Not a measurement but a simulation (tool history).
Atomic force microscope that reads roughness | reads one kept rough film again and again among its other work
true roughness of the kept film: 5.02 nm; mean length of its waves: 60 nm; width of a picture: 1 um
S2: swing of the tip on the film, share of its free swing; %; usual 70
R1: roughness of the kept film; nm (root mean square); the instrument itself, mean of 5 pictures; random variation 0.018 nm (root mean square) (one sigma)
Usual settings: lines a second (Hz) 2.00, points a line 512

Run 1, hour 0.0: usual settings. Result: R1 4.340 nm (root mean square).
Run 2, hour 14.1: usual settings. Result: R1 4.345 nm (root mean square).
Run 3, hour 26.8: usual settings but S2 58 %. Result: R1 4.421 nm (root mean square).
Run 4, hour 41.1: usual settings but S2 58 %. Result: R1 4.410 nm (root mean square).
Run 5, hour 49.5: usual settings. Result: R1 4.293 nm (root mean square).
Run 6, hour 69.1: usual settings but S2 73 %. Result: R1 4.264 nm (root mean square).
Run 7, hour 78.2: usual settings but S2 59 %. Result: R1 4.414 nm (root mean square).
Run 8, hour 96.8: usual settings but S2 59 %. Result: R1 4.366 nm (root mean square).
Run 9, hour 110.7: usual settings but lines a second (Hz) 2.65, S2 59 %. Result: R1 4.314 nm (root mean square).
Run 10, hour 123.1: usual settings but lines a second (Hz) 2.65, S2 59 %. Result: R1 4.344 nm (root mean square).
Run 11, hour 131.4: usual settings but lines a second (Hz) 2.65, S2 59 %. Result: R1 4.339 nm (root mean square).
Run 12, hour 146.4: usual settings but lines a second (Hz) 2.65, S2 59 %. Result: R1 4.315 nm (root mean square).
Run 13, hour 155.1: usual settings but lines a second (Hz) 2.65, S2 59 %. Result: R1 4.304 nm (root mean square).

Run 14 comes next. What will it give?
Run 14, hour 170.0: usual settings but lines a second (Hz) 2.65, S2 59 %. Result: R1 ?.

{"run 14": {"R1": 4.289}}
Without the tool's hidden state the same run would have given R1 4.578 nm (root mean square).
